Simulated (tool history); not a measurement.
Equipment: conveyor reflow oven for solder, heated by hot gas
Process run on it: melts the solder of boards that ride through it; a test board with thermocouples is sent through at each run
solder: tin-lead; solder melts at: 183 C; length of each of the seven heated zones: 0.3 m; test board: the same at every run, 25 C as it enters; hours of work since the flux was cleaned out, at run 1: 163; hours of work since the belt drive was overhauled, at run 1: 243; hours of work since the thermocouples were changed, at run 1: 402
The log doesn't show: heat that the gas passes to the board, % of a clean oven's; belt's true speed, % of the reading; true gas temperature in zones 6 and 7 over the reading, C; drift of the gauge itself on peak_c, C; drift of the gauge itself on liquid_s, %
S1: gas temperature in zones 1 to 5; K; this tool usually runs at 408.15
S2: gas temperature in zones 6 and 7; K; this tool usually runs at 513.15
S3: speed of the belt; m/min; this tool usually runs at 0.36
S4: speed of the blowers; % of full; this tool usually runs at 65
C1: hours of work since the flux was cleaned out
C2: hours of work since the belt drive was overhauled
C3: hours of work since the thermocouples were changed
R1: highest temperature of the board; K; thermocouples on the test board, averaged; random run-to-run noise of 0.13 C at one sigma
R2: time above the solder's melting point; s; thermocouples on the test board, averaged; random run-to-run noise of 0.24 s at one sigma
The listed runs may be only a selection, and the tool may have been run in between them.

run     day      S1      S2     S3  S4   C1    C2    C3      R1    R2
  1       0  408.15  513.15   0.36  65  163   243   402  490.65  72.8
  2   1.733  408.15  513.15   0.36  65  190   269   428  490.95  72.6
      2.175  -- flux residue cleaned out of gas plates and filters
  3   5.071  408.15  513.15  0.372  65   45   318   477  489.45  68.5
  4   8.288  408.15  513.15  0.372  65   94   367   526  489.45  68.9
  5   11.05  408.15  513.15  0.368  65  137   410   569  489.85  70.3
  6  13.896  408.15  513.15  0.368  65  181   454   613  489.95  70.4
     14.888  -- flux residue cleaned out of gas plates and filters
  7  16.867  408.15  512.15  0.368  65   31   496   655  489.35    69
  8  19.775  408.15  512.15  0.368  65   75   541   700  488.95  69.4
  9  21.754  408.15  513.15   0.36  65  106   572   731  490.75  73.1
 10    25.5  408.15  513.15   0.36  65  164   630   788  490.95  72.7
     27.638  -- flux residue cleaned out of gas plates and filters
 11  28.267  408.15  513.15   0.36  65   10   669   828  490.85  72.7
 12  31.533  408.15  513.15  0.394  65   60   719   878  487.15  62.2
 13  34.412  408.15  513.15  0.394  65  104   764   923  487.25  62.6
 14  36.338  408.15  513.15  0.394  65  134   793   952  487.15  61.9
 15  39.042  421.15  513.15   0.36  65  176   835   994  493.65  81.9
     40.592  -- flux residue cleaned out of gas plates and filters
 16  42.804  400.15  525.15  0.301  62   34   890  1049  505.75  99.5
 17  46.275  400.15  519.15  0.301  53   88   943  1102  496.65  89.7
     48.029  -- thermocouples of zones 6 and 7 changed
 18  49.696  400.15  523.15  0.335  53  139   995    26  494.95  79.4
 19  52.475  400.15  523.15  0.335  53  182  1038    69  495.35  79.4
     53.375  -- flux residue cleaned out of gas plates and filters
 20  55.188  400.15  509.15  0.335  56   28  1076   107  485.15  67.8
 21  56.921  400.15  509.15  0.335  56   55  1103   134  485.15  67.7
 22  60.108  400.15  509.15  0.335  56  104  1152   183  485.05  67.5
 23  61.833  408.15  521.15  0.345  83  130  1179   210  504.35  89.3
 24  63.954  408.15  513.15  0.415  77  163  1212   242  489.25  61.7
     66.238  -- flux residue cleaned out of gas plates and filters
 25  67.817  408.15  513.15  0.415  77   24  1268   299  489.25  61.2
 26  69.854  397.15  505.15  0.416  84   56  1299   330  482.35  50.4
     70.217  -- belt drive overhauled, speed set with a stopwatch
 27  72.483  397.15  503.15  0.429  88   94    35   368  480.55    47
 28  74.054  408.15  505.15   0.36  86  118    59   392  489.95  73.2
 29  76.912  414.15  510.15   0.36  73  162   103   436  491.85  77.3
     79.121  -- flux residue cleaned out of gas plates and filters
 30  79.925  408.15  513.15   0.36  70   12   147   480  492.45  74.7

Hidden state at the last listed run before each entry between runs and at the first one after, where it differs:
After run 2, before run 3: flux residue cleaned out of gas plates and filters (day 2.175)
  heat that the gas passes to the board, % of a clean oven's: 99.9 -> 100
After run 6, before run 7: flux residue cleaned out of gas plates and filters (day 14.888)
  heat that the gas passes to the board, % of a clean oven's: 99.9 -> 100
After run 10, before run 11: flux residue cleaned out of gas plates and filters (day 27.638)
  heat that the gas passes to the board, % of a clean oven's: 99.9 -> 100
After run 15, before run 16: flux residue cleaned out of gas plates and filters (day 40.592)
  heat that the gas passes to the board, % of a clean oven's: 99.9 -> 100
After run 17, before run 18: thermocouples of zones 6 and 7 changed (day 48.029)
  heat that the gas passes to the board, % of a clean oven's: 100 -> 99.9; true gas temperature in zones 6 and 7 over the reading, C: 0.04 -> 0
After run 19, before run 20: flux residue cleaned out of gas plates and filters (day 53.375)
  heat that the gas passes to the board, % of a clean oven's: 99.9 -> 100
After run 24, before run 25: flux residue cleaned out of gas plates and filters (day 66.238)
  heat that the gas passes to the board, % of a clean oven's: 99.9 -> 100
After run 26, before run 27: belt drive overhauled, speed set with a stopwatch (day 70.217)
  heat that the gas passes to the board, % of a clean oven's: 100 -> 99.9; belt's true speed, % of the reading: 99.92 -> 100
After run 29, before run 30: flux residue cleaned out of gas plates and filters (day 79.121)
  heat that the gas passes to the board, % of a clean oven's: 99.9 -> 100

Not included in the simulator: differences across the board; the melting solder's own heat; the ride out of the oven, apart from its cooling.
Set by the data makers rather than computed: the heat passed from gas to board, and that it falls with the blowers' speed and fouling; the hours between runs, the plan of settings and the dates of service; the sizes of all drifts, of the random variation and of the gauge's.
